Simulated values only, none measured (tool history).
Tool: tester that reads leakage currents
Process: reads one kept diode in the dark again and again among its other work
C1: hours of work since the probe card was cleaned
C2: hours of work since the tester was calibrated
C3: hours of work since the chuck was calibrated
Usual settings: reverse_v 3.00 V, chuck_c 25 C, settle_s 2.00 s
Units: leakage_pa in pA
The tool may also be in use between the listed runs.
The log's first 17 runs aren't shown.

Run 18, hour 2989.2: usual settings but chuck_c 28 C, settle_s 3.93 s; C1 1752; C2 178; C3 409. Result: leakage_pa 143.34 pA.
Run 19, hour 3110.4: usual settings but chuck_c 28 C, settle_s 3.93 s; C1 1819; C2 245; C3 475. Result: leakage_pa 143.86 pA.
Run 20, hour 3332.5: usual settings but chuck_c 28 C, settle_s 3.93 s; C1 1941; C2 367; C3 597. Result: leakage_pa 144.30 pA.
Run 21, hour 3491.8: usual settings but reverse_v 4.63 V, chuck_c 28 C, settle_s 0.98 s; C1 2028; C2 454; C3 684. Result: leakage_pa 180.92 pA.
Run 22, hour 3720.4: usual settings but reverse_v 2.61 V, chuck_c 28 C, settle_s 0.98 s; C1 2153; C2 579; C3 810. Result: leakage_pa 137.52 pA.
Run 23, hour 3866.9: usual settings but reverse_v 1.89 V, chuck_c 24 C, settle_s 5.11 s; C1 2234; C2 660; C3 890. Result: leakage_pa 82.52 pA.
Run 24, hour 4107.4: usual settings but reverse_v 1.89 V, chuck_c 24 C, settle_s 5.11 s; C1 2366; C2 792; C3 1022. Result: leakage_pa 83.46 pA.
At hour 4131.2: chuck's temperature calibrated.
Run 25, hour 4335.3: usual settings but reverse_v 4.10 V, chuck_c 30 C, settle_s 7.19 s; C1 2489; C2 916; C3 112. Result: leakage_pa 196.39 pA.
Run 26, hour 4524.8: usual settings but reverse_v 4.10 V, chuck_c 30 C, settle_s 7.19 s; C1 2593; C2 1020; C3 216. Result: leakage_pa 197.08 pA.
Run 27, hour 4715.1: usual settings but reverse_v 4.10 V, chuck_c 30 C, settle_s 7.19 s; C1 2698; C2 1124; C3 320. Result: leakage_pa 198.27 pA.
At hour 4734.4: probe card cleaned and baked.
Run 28, hour 4884.6: usual settings but reverse_v 4.35 V, settle_s 0.67 s; C1 82; C2 1215; C3 412. Result: leakage_pa 130.52 pA.
Run 29, hour 5101.8: usual settings but reverse_v 4.35 V, settle_s 0.67 s; C1 202; C2 1334; C3 531. Result: leakage_pa 131.90 pA.
Run 30, hour 5264.2: usual settings but chuck_c 22 C, settle_s 3.50 s; C1 291; C2 1424; C3 620. Result: leakage_pa 83.12 pA.
Run 31, hour 5495.4: usual settings but reverse_v 4.35 V, chuck_c 46 C, settle_s 3.50 s; C1 417; C2 1550; C3 747. Result: leakage_pa 786.52 pA.

The next listed run, before its measurement:
Run 32, hour 5668.0: usual settings but reverse_v 4.35 V, chuck_c 46 C, settle_s 3.50 s; C1 512; C2 1645; C3 841. Result: leakage_pa ?.

Run 32 gave leakage_pa 789.62 pA.
Without the tool's hidden state the same run would have given leakage_pa 752.29 pA.

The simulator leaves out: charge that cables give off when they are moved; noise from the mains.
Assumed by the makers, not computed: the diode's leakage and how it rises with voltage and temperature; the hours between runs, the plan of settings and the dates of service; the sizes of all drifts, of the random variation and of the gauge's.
